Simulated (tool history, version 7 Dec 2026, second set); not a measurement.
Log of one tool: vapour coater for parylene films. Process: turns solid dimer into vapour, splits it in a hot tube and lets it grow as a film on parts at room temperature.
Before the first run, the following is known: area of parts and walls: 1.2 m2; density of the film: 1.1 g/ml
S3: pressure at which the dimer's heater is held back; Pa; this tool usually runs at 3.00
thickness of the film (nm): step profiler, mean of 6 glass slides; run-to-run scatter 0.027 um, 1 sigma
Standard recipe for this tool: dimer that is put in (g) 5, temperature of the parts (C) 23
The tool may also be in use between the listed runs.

run 1 hour=0.0 | dimer_that_is_put_in_(g)=5 temperature_of_the_parts_(C)=23 S3=3.00 | thickness_of_the_film_(nm)=2080
run 2 hour=61.0 | dimer_that_is_put_in_(g)=5 temperature_of_the_parts_(C)=23 S3=3.00 | thickness_of_the_film_(nm)=1990
run 3 hour=106.6 | dimer_that_is_put_in_(g)=5 temperature_of_the_parts_(C)=23 S3=3.00 | thickness_of_the_film_(nm)=2030
run 4 hour=183.8 | dimer_that_is_put_in_(g)=5 temperature_of_the_parts_(C)=23 S3=3.00 | thickness_of_the_film_(nm)=1950
run 5 hour=246.5 | dimer_that_is_put_in_(g)=5 temperature_of_the_parts_(C)=23 S3=2.25 | thickness_of_the_film_(nm)=2080
run 6 hour=307.6 | dimer_that_is_put_in_(g)=5 temperature_of_the_parts_(C)=23 S3=2.25 | thickness_of_the_film_(nm)=2050
run 7 hour=368.4 | dimer_that_is_put_in_(g)=5 temperature_of_the_parts_(C)=23 S3=2.25 | thickness_of_the_film_(nm)=2010
-- hour=388.5 trap's valve overhauled
run 8 hour=437.8 | dimer_that_is_put_in_(g)=5 temperature_of_the_parts_(C)=23 S3=2.25 | thickness_of_the_film_(nm)=2260
run 9 hour=472.7 | dimer_that_is_put_in_(g)=5 temperature_of_the_parts_(C)=23 S3=2.25 | thickness_of_the_film_(nm)=2290
run 10 hour=512.2 | dimer_that_is_put_in_(g)=5 temperature_of_the_parts_(C)=23 S3=2.25 | thickness_of_the_film_(nm)=2260
run 11 hour=563.6 | dimer_that_is_put_in_(g)=5 temperature_of_the_parts_(C)=23 S3=2.25 | thickness_of_the_film_(nm)=2260
run 12 hour=643.2 | dimer_that_is_put_in_(g)=5 temperature_of_the_parts_(C)=23 S3=2.25 | thickness_of_the_film_(nm)=2200
run 13 hour=722.8 | dimer_that_is_put_in_(g)=5 temperature_of_the_parts_(C)=23 S3=2.25 | thickness_of_the_film_(nm)=2150
run 14 hour=768.7 | dimer_that_is_put_in_(g)=5 temperature_of_the_parts_(C)=23 S3=2.25 | thickness_of_the_film_(nm)=2240
run 15 hour=846.8 | dimer_that_is_put_in_(g)=5 temperature_of_the_parts_(C)=23 S3=2.25 | thickness_of_the_film_(nm)=2150
run 16 hour=915.5 | dimer_that_is_put_in_(g)=5 temperature_of_the_parts_(C)=23 S3=2.25 | thickness_of_the_film_(nm)=2120
run 17 hour=971.3 | dimer_that_is_put_in_(g)=5 temperature_of_the_parts_(C)=23 S3=3.79 | thickness_of_the_film_(nm)=1890
run 18 hour=1056.0 | dimer_that_is_put_in_(g)=5 temperature_of_the_parts_(C)=23 S3=3.79 | thickness_of_the_film_(nm)=1840
-- hour=1098.3 trap's valve overhauled
run 19 hour=1123.7 | dimer_that_is_put_in_(g)=5 temperature_of_the_parts_(C)=23 S3=7.15 | thickness_of_the_film_(nm)=1820
run 20 hour=1195.5 | dimer_that_is_put_in_(g)=5 temperature_of_the_parts_(C)=16 S3=3.00 | thickness_of_the_film_(nm)=2710
run 21 hour=1280.0 | dimer_that_is_put_in_(g)=5 temperature_of_the_parts_(C)=23 S3=3.00 | thickness_of_the_film_(nm)=2100
run 22 hour=1332.1 | dimer_that_is_put_in_(g)=5 temperature_of_the_parts_(C)=23 S3=3.00 | thickness_of_the_film_(nm)=2070
run 23 hour=1379.5 | dimer_that_is_put_in_(g)=5 temperature_of_the_parts_(C)=23 S3=3.00 | thickness_of_the_film_(nm)=2110
run 24 hour=1460.8 | dimer_that_is_put_in_(g)=5 temperature_of_the_parts_(C)=23 S3=3.00 | thickness_of_the_film_(nm)=2070
run 25 hour=1544.9 | dimer_that_is_put_in_(g)=9 temperature_of_the_parts_(C)=20 S3=3.49 | thickness_of_the_film_(nm)=3910
run 26 hour=1601.3 | dimer_that_is_put_in_(g)=9 temperature_of_the_parts_(C)=20 S3=3.49 | thickness_of_the_film_(nm)=3810
run 27 hour=1682.8 | dimer_that_is_put_in_(g)=9 temperature_of_the_parts_(C)=20 S3=3.49 | thickness_of_the_film_(nm)=3750
-- hour=1716.2 table's thermometer calibrated
run 28 hour=1755.4 | dimer_that_is_put_in_(g)=9 temperature_of_the_parts_(C)=20 S3=3.49 | thickness_of_the_film_(nm)=3790
-- hour=1805.9 trap's valve overhauled
run 29 hour=1829.4 | dimer_that_is_put_in_(g)=4 temperature_of_the_parts_(C)=15 S3=9.21 | thickness_of_the_film_(nm)=1830
run 30 hour=1893.6 | dimer_that_is_put_in_(g)=5 temperature_of_the_parts_(C)=31 S3=6.49 | thickness_of_the_film_(nm)=1430
run 31 hour=1960.1 | dimer_that_is_put_in_(g)=2 temperature_of_the_parts_(C)=21 S3=2.69 | thickness_of_the_film_(nm)=940
run 32 hour=2027.9 | dimer_that_is_put_in_(g)=2 temperature_of_the_parts_(C)=21 S3=2.69 | thickness_of_the_film_(nm)=930
run 33 hour=2077.5 | dimer_that_is_put_in_(g)=2 temperature_of_the_parts_(C)=21 S3=2.69 | thickness_of_the_film_(nm)=930
run 34 hour=2125.2 | dimer_that_is_put_in_(g)=7 temperature_of_the_parts_(C)=23 S3=3.00 | thickness_of_the_film_(nm)=2960
run 35 hour=2196.6 | dimer_that_is_put_in_(g)=5 temperature_of_the_parts_(C)=23 S3=3.40 | thickness_of_the_film_(nm)=2020
run 36 hour=2252.0 | dimer_that_is_put_in_(g)=5 temperature_of_the_parts_(C)=19 S3=3.33 | thickness_of_the_film_(nm)=2330
run 37 hour=2293.0 | dimer_that_is_put_in_(g)=2 temperature_of_the_parts_(C)=24 S3=2.29 | thickness_of_the_film_(nm)=820
run 38 hour=2347.8 | dimer_that_is_put_in_(g)=7 temperature_of_the_parts_(C)=23 S3=7.84 | thickness_of_the_film_(nm)=2310
run 39 hour=2412.4 | dimer_that_is_put_in_(g)=7 temperature_of_the_parts_(C)=23 S3=3.25 | thickness_of_the_film_(nm)=2770
run 40 hour=2464.4 | dimer_that_is_put_in_(g)=7 temperature_of_the_parts_(C)=23 S3=3.25 | thickness_of_the_film_(nm)=2690
-- hour=2509.1 trap's valve overhauled
run 41 hour=2553.0 | dimer_that_is_put_in_(g)=3 temperature_of_the_parts_(C)=16 S3=2.48 | thickness_of_the_film_(nm)=1720
run 42 hour=2628.9 | dimer_that_is_put_in_(g)=4 temperature_of_the_parts_(C)=23 S3=3.00 | thickness_of_the_film_(nm)=1700
run 43 hour=2699.7 | dimer_that_is_put_in_(g)=4 temperature_of_the_parts_(C)=23 S3=3.00 | thickness_of_the_film_(nm)=1690
run 44 hour=2735.7 | dimer_that_is_put_in_(g)=4 temperature_of_the_parts_(C)=23 S3=3.00 | thickness_of_the_film_(nm)=1670
run 45 hour=2795.3 | dimer_that_is_put_in_(g)=4 temperature_of_the_parts_(C)=23 S3=3.00 | thickness_of_the_film_(nm)=1690
run 46 hour=2880.0 | dimer_that_is_put_in_(g)=3 temperature_of_the_parts_(C)=27 S3=3.00 | thickness_of_the_film_(nm)=1070

4 options for the next run, each taken on its own from the tool as it stands now. Forecast them:
run A hour=2945.1 | dimer_that_is_put_in_(g)=3 temperature_of_the_parts_(C)=15 S3=5.80 | thickness_of_the_film_(nm)=?
run B hour=2945.1 | dimer_that_is_put_in_(g)=5 temperature_of_the_parts_(C)=29 S3=3.00 | thickness_of_the_film_(nm)=?
run C hour=2945.1 | dimer_that_is_put_in_(g)=3 temperature_of_the_parts_(C)=27 S3=11.67 | thickness_of_the_film_(nm)=?
run D hour=2945.1 | dimer_that_is_put_in_(g)=3 temperature_of_the_parts_(C)=16 S3=3.29 | thickness_of_the_film_(nm)=?

run=A thickness_of_the_film_(nm)=1380
run=B thickness_of_the_film_(nm)=1680
run=C thickness_of_the_film_(nm)=780
run=D thickness_of_the_film_(nm)=1460
The same runs, with their run-to-run variation unchanged, on a tool lacking any hidden condition would have given:
run=A thickness_of_the_film_(nm)=1500
run=B thickness_of_the_film_(nm)=1830
run=C thickness_of_the_film_(nm)=850
run=D thickness_of_the_film_(nm)=1590
